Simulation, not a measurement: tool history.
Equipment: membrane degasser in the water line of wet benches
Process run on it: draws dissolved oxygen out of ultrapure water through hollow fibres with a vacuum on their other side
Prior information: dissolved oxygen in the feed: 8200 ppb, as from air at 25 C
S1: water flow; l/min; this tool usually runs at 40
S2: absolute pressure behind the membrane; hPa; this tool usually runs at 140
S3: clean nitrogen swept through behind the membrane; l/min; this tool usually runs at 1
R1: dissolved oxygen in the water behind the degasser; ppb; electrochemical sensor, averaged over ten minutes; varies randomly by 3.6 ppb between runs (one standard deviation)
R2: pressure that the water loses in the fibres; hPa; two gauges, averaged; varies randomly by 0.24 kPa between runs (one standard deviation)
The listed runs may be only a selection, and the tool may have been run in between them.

run 1 hour=0 | S1=40 S2=140 S3=1 | R1=837.7 R2=667.4
run 2 hour=240.4 | S1=40 S2=304 S3=1 | R1=1826.4 R2=667.6
run 3 hour=511.5 | S1=40 S2=304 S3=1 | R1=1839 R2=670.9
run 4 hour=732.3 | S1=40 S2=304 S3=1 | R1=1817.8 R2=675
run 5 hour=1057.7 | S1=40 S2=140 S3=1 | R1=842.8 R2=676.8
run 6 hour=1195 | S1=40 S2=140 S3=1 | R1=851.3 R2=679.6
run 7 hour=1431 | S1=40 S2=140 S3=1 | R1=850.8 R2=677.7
run 8 hour=1579.7 | S1=40 S2=140 S3=1 | R1=848.6 R2=672
run 9 hour=1712.3 | S1=40 S2=140 S3=1 | R1=835 R2=681.1
run 10 hour=2002.4 | S1=40 S2=140 S3=1 | R1=846.9 R2=683.9
run 11 hour=2321.8 | S1=40 S2=140 S3=1 | R1=853.3 R2=682.9
run 12 hour=2465.4 | S1=55 S2=140 S3=1 | R1=1078.5 R2=933.1
run 13 hour=2661.6 | S1=55 S2=140 S3=1 | R1=1082.6 R2=935.7
-- hour=2702.4 seals of the vacuum lines changed
run 14 hour=2924.1 | S1=55 S2=140 S3=1 | R1=1083 R2=935.3
-- hour=2949.1 vacuum gauge calibrated
run 15 hour=3239.5 | S1=40 S2=140 S3=1 | R1=853.7 R2=684.9
run 16 hour=3403.9 | S1=40 S2=223 S3=1 | R1=1378 R2=688.2
run 17 hour=3623.4 | S1=40 S2=140 S3=0.85 | R1=961.2 R2=684
-- hour=3791.2 vacuum gauge calibrated, once more
run 18 hour=3808.6 | S1=40 S2=342 S3=2.8 | R1=948.2 R2=683.3
run 19 hour=4097.9 | S1=31 S2=319 S3=1 | R1=1581.3 R2=533.5
run 20 hour=4245.3 | S1=31 S2=319 S3=1 | R1=1583 R2=531.2
run 21 hour=4481.8 | S1=56 S2=142 S3=1 | R1=1094.7 R2=962.9
run 22 hour=4705.9 | S1=45 S2=97 S3=1.17 | R1=532.9 R2=777.6
run 23 hour=4981.6 | S1=45 S2=198 S3=0.88 | R1=1440.7 R2=770.1
run 24 hour=5198.8 | S1=45 S2=198 S3=0.88 | R1=1421.4 R2=772.5
run 25 hour=5356.9 | S1=45 S2=103 S3=0.88 | R1=702 R2=778.7
run 26 hour=5557 | S1=45 S2=103 S3=0.88 | R1=697 R2=774.9
run 27 hour=5882.8 | S1=39 S2=140 S3=0.96 | R1=846.6 R2=676.8
run 28 hour=6049.2 | S1=39 S2=140 S3=0.96 | R1=846.7 R2=677.6
run 29 hour=6351.1 | S1=39 S2=244 S3=1.07 | R1=1392 R2=678.8
run 30 hour=6528.6 | S1=39 S2=168 S3=1.07 | R1=958.9 R2=681.2
run 31 hour=6665.5 | S1=24 S2=115 S3=0.41 | R1=847.2 R2=414.8
run 32 hour=6926.5 | S1=39 S2=249 S3=1 | R1=1498.5 R2=681.6
run 33 hour=7065.2 | S1=36 S2=249 S3=1 | R1=1408.2 R2=629.7

3 ways to go on from here, each from the tool as it stands after run 33. What would each give?
run A hour=7218.6 | S1=40 S2=348 S3=1 | R1=? R2=?
run B hour=7218.6 | S1=36 S2=311 S3=1 | R1=? R2=?
run C hour=7218.6 | S1=63 S2=310 S3=0.96 | R1=? R2=?

run=A R1=2065.3 R2=700.2
run=B R1=1721.1 R2=628.5
run=C R1=2553.3 R2=1097.3
Had the tool no hidden state, the same runs would have come out as:
run=A R1=2043.5 R2=640.3
run=B R1=1700.3 R2=574.6
run=C R1=2527.2 R2=1003.5
